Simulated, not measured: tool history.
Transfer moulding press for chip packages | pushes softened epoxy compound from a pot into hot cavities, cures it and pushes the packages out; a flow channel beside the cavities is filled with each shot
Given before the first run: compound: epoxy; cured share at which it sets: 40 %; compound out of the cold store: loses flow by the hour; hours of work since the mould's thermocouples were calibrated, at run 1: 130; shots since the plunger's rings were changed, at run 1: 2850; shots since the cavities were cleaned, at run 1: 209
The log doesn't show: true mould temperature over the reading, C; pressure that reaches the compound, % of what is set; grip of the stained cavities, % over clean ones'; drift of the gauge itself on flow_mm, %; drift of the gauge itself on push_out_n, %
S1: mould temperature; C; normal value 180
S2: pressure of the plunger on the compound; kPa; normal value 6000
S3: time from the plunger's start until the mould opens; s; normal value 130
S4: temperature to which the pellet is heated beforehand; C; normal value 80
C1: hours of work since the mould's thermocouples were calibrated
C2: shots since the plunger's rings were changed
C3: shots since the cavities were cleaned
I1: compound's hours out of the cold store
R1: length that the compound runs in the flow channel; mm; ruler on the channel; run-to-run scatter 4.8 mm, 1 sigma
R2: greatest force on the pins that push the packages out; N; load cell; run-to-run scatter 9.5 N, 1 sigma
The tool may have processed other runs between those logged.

{"run": 1, "hour": 0.0, "S1": 180, "S2": 6000, "S3": 130, "S4": 80, "C1": 130, "C2": 2850, "C3": 209, "I1": 25.8, "R1": 784, "R2": 510}
{"run": 2, "hour": 36.8, "S1": 185, "S2": 6000, "S3": 130, "S4": 80, "C1": 154, "C2": 3197, "C3": 556, "I1": 37.3, "R1": 733, "R2": 577}
{"hour": 48.9, "done": "cavities cleaned with cleaning compound and waxed"}
{"run": 3, "hour": 74.0, "S1": 185, "S2": 6000, "S3": 130, "S4": 80, "C1": 177, "C2": 3534, "C3": 237, "I1": 10.5, "R1": 814, "R2": 495}
{"hour": 117.2, "done": "cavities cleaned with cleaning compound and waxed"}
{"run": 4, "hour": 117.2, "S1": 173, "S2": 6000, "S3": 130, "S4": 80, "C1": 204, "C2": 3927, "C3": 0, "I1": 44.9, "R1": 751, "R2": 552}
{"run": 5, "hour": 141.2, "S1": 180, "S2": 6000, "S3": 130, "S4": 80, "C1": 219, "C2": 4155, "C3": 228, "I1": 21.3, "R1": 787, "R2": 524}
{"hour": 174.2, "done": "plunger's sealing rings changed"}
{"hour": 189.5, "done": "cavities cleaned with cleaning compound and waxed"}
{"run": 6, "hour": 200.8, "S1": 180, "S2": 6000, "S3": 130, "S4": 80, "C1": 255, "C2": 238, "C3": 107, "I1": 39.7, "R1": 774, "R2": 459}
{"run": 7, "hour": 234.4, "S1": 180, "S2": 6000, "S3": 130, "S4": 80, "C1": 277, "C2": 555, "C3": 424, "I1": 23.3, "R1": 823, "R2": 584}
{"hour": 259.1, "done": "cavities cleaned with cleaning compound and waxed"}
{"run": 8, "hour": 270.4, "S1": 180, "S2": 6000, "S3": 113, "S4": 80, "C1": 299, "C2": 880, "C3": 107, "I1": 17.6, "R1": 837, "R2": 563}
{"run": 9, "hour": 295.9, "S1": 183, "S2": 7130, "S3": 132, "S4": 87, "C1": 315, "C2": 1121, "C3": 348, "I1": 20.3, "R1": 888, "R2": 527}
{"hour": 327.0, "done": "cavities cleaned with cleaning compound and waxed"}
{"run": 10, "hour": 355.6, "S1": 183, "S2": 7130, "S3": 132, "S4": 87, "C1": 353, "C2": 1671, "C3": 270, "I1": 12.6, "R1": 914, "R2": 512}
{"hour": 396.7, "done": "cavities cleaned with cleaning compound and waxed"}
{"run": 11, "hour": 399.2, "S1": 173, "S2": 7130, "S3": 141, "S4": 87, "C1": 380, "C2": 2068, "C3": 23, "I1": 38.2, "R1": 860, "R2": 513}
{"hour": 420.8, "done": "mould's thermocouples calibrated"}
{"run": 12, "hour": 437.7, "S1": 184, "S2": 7200, "S3": 141, "S4": 72, "C1": 11, "C2": 2413, "C3": 368, "I1": 46.6, "R1": 792, "R2": 537}
{"hour": 470.1, "done": "cavities cleaned with cleaning compound and waxed"}
{"run": 13, "hour": 490.5, "S1": 184, "S2": 7200, "S3": 141, "S4": 72, "C1": 44, "C2": 2897, "C3": 193, "I1": 37.7, "R1": 813, "R2": 502}
{"run": 14, "hour": 516.1, "S1": 176, "S2": 5990, "S3": 131, "S4": 81, "C1": 60, "C2": 3139, "C3": 435, "I1": 28.6, "R1": 796, "R2": 657}

5 ways to go on from here, each from the tool as it stands after run 14. What would each give?
{"hour": 541.6, "done": "cavities cleaned with cleaning compound and waxed"}
{"run": "A", "hour": 572.6, "S1": 180, "S2": 6000, "S3": 165, "S4": 80, "C1": 96, "C2": 3658, "C3": 292, "I1": 12.2, "R1": "?", "R2": "?"}
{"hour": 541.6, "done": "cavities cleaned with cleaning compound and waxed"}
{"run": "B", "hour": 572.6, "S1": 184, "S2": 5960, "S3": 130, "S4": 71, "C1": 96, "C2": 3658, "C3": 292, "I1": 11.9, "R1": "?", "R2": "?"}
{"hour": 541.6, "done": "cavities cleaned with cleaning compound and waxed"}
{"run": "C", "hour": 572.6, "S1": 180, "S2": 7050, "S3": 139, "S4": 80, "C1": 96, "C2": 3658, "C3": 292, "I1": 8.5, "R1": "?", "R2": "?"}
{"hour": 541.6, "done": "cavities cleaned with cleaning compound and waxed"}
{"run": "D", "hour": 572.6, "S1": 176, "S2": 7350, "S3": 117, "S4": 73, "C1": 96, "C2": 3658, "C3": 292, "I1": 47.1, "R1": "?", "R2": "?"}
{"hour": 541.6, "done": "cavities cleaned with cleaning compound and waxed"}
{"run": "E", "hour": 572.6, "S1": 180, "S2": 6400, "S3": 130, "S4": 80, "C1": 96, "C2": 3658, "C3": 292, "I1": 40.4, "R1": "?", "R2": "?"}

run=A R1=822 R2=516
run=B R1=807 R2=513
run=C R1=900 R2=545
run=D R1=800 R2=710
run=E R1=754 R2=544
With the hidden condition removed and each run's random variation left untouched, the same runs would have given:
run=A R1=878 R2=405
run=B R1=862 R2=403
run=C R1=961 R2=431
run=D R1=854 R2=571
run=E R1=805 R2=428
